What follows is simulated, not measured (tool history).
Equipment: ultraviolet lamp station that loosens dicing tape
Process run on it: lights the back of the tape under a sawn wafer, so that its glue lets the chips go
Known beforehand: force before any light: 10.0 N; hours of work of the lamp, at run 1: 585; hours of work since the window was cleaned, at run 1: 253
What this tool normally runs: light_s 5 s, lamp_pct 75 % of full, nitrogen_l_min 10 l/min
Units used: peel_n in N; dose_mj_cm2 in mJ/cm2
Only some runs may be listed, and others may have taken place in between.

| run | hour | light_s | lamp_pct | nitrogen_l_min | hours of work of the lamp | hours of work since the window was cleaned | peel_n | dose_mj_cm2 |
|---|---|---|---|---|---|---|---|---|
| 1 | 0.0 | 5 | 75 | 10 | 585 | 253 | 0.525 | 153 |
| 2 | 25.9 | 5 | 75 | 7 | 601 | 269 | 0.793 | 154 |
| 3 | 74.0 | 5 | 97 | 7 | 631 | 299 | 0.441 | 193 |
| 4 | 100.5 | 5 | 97 | 7 | 647 | 315 | 0.446 | 195 |
| 5 | 135.8 | 5 | 97 | 7 | 669 | 337 | 0.450 | 194 |
| 6 | 170.9 | 5 | 75 | 10 | 691 | 359 | 0.629 | 148 |
| 7 | 212.6 | 5 | 75 | 10 | 717 | 385 | 0.648 | 144 |
| 8 | 242.9 | 5 | 75 | 10 | 736 | 404 | 0.643 | 147 |
| 9 | 264.2 | 5 | 75 | 10 | 749 | 417 | 0.681 | 142 |
| 10 | 299.4 | 5 | 75 | 10 | 771 | 439 | 0.726 | 140 |
| 11 | 331.0 | 5 | 75 | 10 | 791 | 459 | 0.715 | 140 |
| 12 | 362.9 | 5 | 75 | 10 | 811 | 479 | 0.759 | 137 |
| 13 | 384.7 | 5 | 75 | 14 | 824 | 492 | 0.544 | 133 |
| 14 | 405.0 | 4 | 75 | 14 | 837 | 505 | 0.985 | 107 |
| 15 | 429.5 | 4 | 75 | 14 | 852 | 520 | 0.970 | 111 |
| 16 | 466.4 | 4 | 75 | 14 | 875 | 543 | 1.023 | 105 |
| 17 | 495.9 | 4 | 75 | 6 | 894 | 562 | 1.995 | 104 |
|  | 525.3 | window cleaned of glue's vapour |
| 18 | 531.7 | 5 | 76 | 10 | 916 | 4 | 0.966 | 123 |
| 19 | 575.7 | 9 | 76 | 10 | 943 | 31 | 0.214 | 215 |
| 20 | 614.6 | 9 | 76 | 10 | 967 | 56 | 0.224 | 217 |
|  | 639.2 | window cleaned of glue's vapour, once more |
| 21 | 639.9 | 9 | 76 | 10 | 983 | 0 | 0.140 | 255 |
| 22 | 668.0 | 5 | 75 | 10 | 1000 | 18 | 0.736 | 137 |
| 23 | 709.4 | 5 | 69 | 10 | 1026 | 44 | 0.922 | 125 |
| 24 | 754.6 | 5 | 69 | 10 | 1054 | 72 | 0.930 | 126 |
| 25 | 775.3 | 6 | 78 | 15 | 1067 | 85 | 0.297 | 165 |
| 26 | 824.9 | 6 | 78 | 15 | 1098 | 116 | 0.318 | 159 |
| 27 | 861.1 | 6 | 92 | 10 | 1121 | 138 | 0.306 | 189 |
| 28 | 894.6 | 7 | 63 | 3 | 1142 | 159 | 1.867 | 153 |
| 29 | 928.1 | 4 | 60 | 10 | 1163 | 180 | 2.178 | 81 |
| 30 | 954.3 | 9 | 69 | 4 | 1179 | 196 | 0.716 | 207 |
| 31 | 977.6 | 9 | 69 | 4 | 1193 | 211 | 0.780 | 202 |
| 32 | 1000.4 | 4 | 83 | 10 | 1208 | 225 | 1.218 | 110 |
| 33 | 1025.3 | 4 | 77 | 17 | 1223 | 241 | 0.997 | 100 |
| 34 | 1070.5 | 2 | 77 | 9 | 1251 | 269 | 4.090 | 51 |
| 35 | 1100.0 | 2 | 77 | 9 | 1270 | 287 | 4.234 | 46 |
| 36 | 1131.9 | 6 | 75 | 9 | 1290 | 307 | 0.840 | 136 |
| 37 | 1162.1 | 2 | 77 | 4 | 1308 | 326 | 5.529 | 44 |
| 38 | 1209.0 | 2 | 77 | 4 | 1338 | 355 | 5.456 | 44 |
| 39 | 1254.9 | 2 | 77 | 4 | 1366 | 384 | 5.437 | 47 |
| 40 | 1295.1 | 2 | 77 | 4 | 1391 | 409 | 5.666 | 39 |
| 41 | 1342.1 | 5 | 72 | 10 | 1421 | 438 | 1.423 | 99 |
|  | 1385.5 | lamp changed |
| 42 | 1386.3 | 5 | 84 | 10 | 0 | 465 | 0.246 | 209 |
| 43 | 1409.3 | 5 | 84 | 10 | 15 | 479 | 0.256 | 204 |

What if the next run were any one of these 4? Each begins from the tool's condition after run 43:
| A | 1452.4 | 5 | 63 | 7 | 42 | 506 | ? | ? |
| B | 1452.4 | 5 | 73 | 10 | 42 | 506 | ? | ? |
| C | 1452.4 | 5 | 70 | 6 | 42 | 506 | ? | ? |
| D | 1452.4 | 3 | 84 | 10 | 42 | 506 | ? | ? |

| run | peel_n | dose_mj_cm2 |
|---|---|---|
| A | 0.815 | 157 |
| B | 0.381 | 179 |
| C | 0.748 | 166 |
| D | 0.970 | 122 |
Had the tool no hidden state, the same runs would have come out as:
| run | peel_n | dose_mj_cm2 |
|---|---|---|
| A | 0.608 | 176 |
| B | 0.272 | 202 |
| C | 0.551 | 187 |
| D | 0.735 | 137 |
